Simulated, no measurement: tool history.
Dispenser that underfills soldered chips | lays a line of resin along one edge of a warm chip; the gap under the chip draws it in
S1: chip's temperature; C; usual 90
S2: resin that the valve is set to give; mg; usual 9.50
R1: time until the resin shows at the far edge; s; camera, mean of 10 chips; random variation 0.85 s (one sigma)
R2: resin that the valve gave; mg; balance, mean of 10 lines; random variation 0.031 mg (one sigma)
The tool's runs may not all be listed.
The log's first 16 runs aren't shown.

Run 17, hour 68.2: usual settings but S2 10.67 mg. Result: R1 130.0 s, R2 10.64 mg.
At hour 72.6: new syringe of resin.
Run 18, hour 73.3: usual settings but S1 91 C. Result: R1 78.7 s, R2 9.46 mg.
Run 19, hour 77.5: usual settings but S2 11.45 mg. Result: R1 98.1 s, R2 11.36 mg.
Run 20, hour 82.3: usual settings but S1 96 C, S2 10.69 mg. Result: R1 102.0 s, R2 10.55 mg.
Run 21, hour 86.4: usual settings but S1 96 C, S2 10.69 mg. Result: R1 122.5 s, R2 10.63 mg.
At hour 88.0: new syringe of resin.
Run 22, hour 89.3: usual settings but S1 98 C. Result: R1 66.5 s, R2 9.42 mg.
Run 23, hour 92.8: usual settings but S1 98 C. Result: R1 76.4 s, R2 9.39 mg.
Run 24, hour 96.7: usual settings but S1 77 C, S2 9.66 mg. Result: R1 169.1 s, R2 9.53 mg.
Run 25, hour 100.6: usual settings but S1 78 C, S2 12.22 mg. Result: R1 194.2 s, R2 12.15 mg.
At hour 103.4: new syringe of resin.
Run 26, hour 103.7: usual settings but S1 78 C, S2 12.22 mg. Result: R1 113.3 s, R2 12.11 mg.
Run 27, hour 107.2: usual settings but S1 105 C, S2 11.29 mg. Result: R1 60.7 s, R2 11.13 mg.
Run 28, hour 112.5: usual settings but S1 105 C, S2 11.29 mg. Result: R1 75.3 s, R2 11.07 mg.
Run 29, hour 115.2: usual settings but S1 76 C, S2 12.18 mg. Result: R1 202.7 s, R2 11.98 mg.
At hour 118.6: new syringe of resin.
Run 30, hour 119.0: usual settings but S1 76 C, S2 12.18 mg. Result: R1 120.8 s, R2 11.94 mg.
Run 31, hour 123.6: usual settings but S1 76 C, S2 12.18 mg. Result: R1 153.0 s, R2 11.94 mg.
Run 32, hour 127.5: usual settings but S1 76 C, S2 10.17 mg. Result: R1 181.0 s, R2 9.98 mg.
Run 33, hour 132.9: usual settings but S1 76 C, S2 10.17 mg. Result: R1 226.5 s, R2 9.96 mg.
At hour 133.9: new syringe of resin.
Run 34, hour 136.9: usual settings but S1 76 C, S2 10.17 mg. Result: R1 138.0 s, R2 9.92 mg.
Run 35, hour 139.5: usual settings but S1 76 C, S2 10.17 mg. Result: R1 152.1 s, R2 9.94 mg.
Run 36, hour 143.9: usual settings but S1 76 C, S2 10.17 mg. Result: R1 188.6 s, R2 9.94 mg.

4 ways to go on from here, each from the tool as it stands after run 36. What would each give?
Run A, hour 148.7: usual settings but S1 82 C, S2 9.62 mg. Result: R1 ?, R2 ?.
Run B, hour 148.7: usual settings but S1 79 C, S2 10.17 mg. Result: R1 ?, R2 ?.
Run C, hour 148.7: usual settings but S2 8.35 mg. Result: R1 ?, R2 ?.
Run D, hour 148.7: usual settings but S1 80 C, S2 10.17 mg. Result: R1 ?, R2 ?.

run     R1    R2
  A  193.5  9.40
  B  215.2  9.92
  C  157.3  8.17
  D  206.0  9.92
Without the tool's hidden state the same runs would have given:
run     R1     R2
  A   99.8   9.64
  B  111.1  10.17
  C   80.7   8.38
  D  106.3  10.17

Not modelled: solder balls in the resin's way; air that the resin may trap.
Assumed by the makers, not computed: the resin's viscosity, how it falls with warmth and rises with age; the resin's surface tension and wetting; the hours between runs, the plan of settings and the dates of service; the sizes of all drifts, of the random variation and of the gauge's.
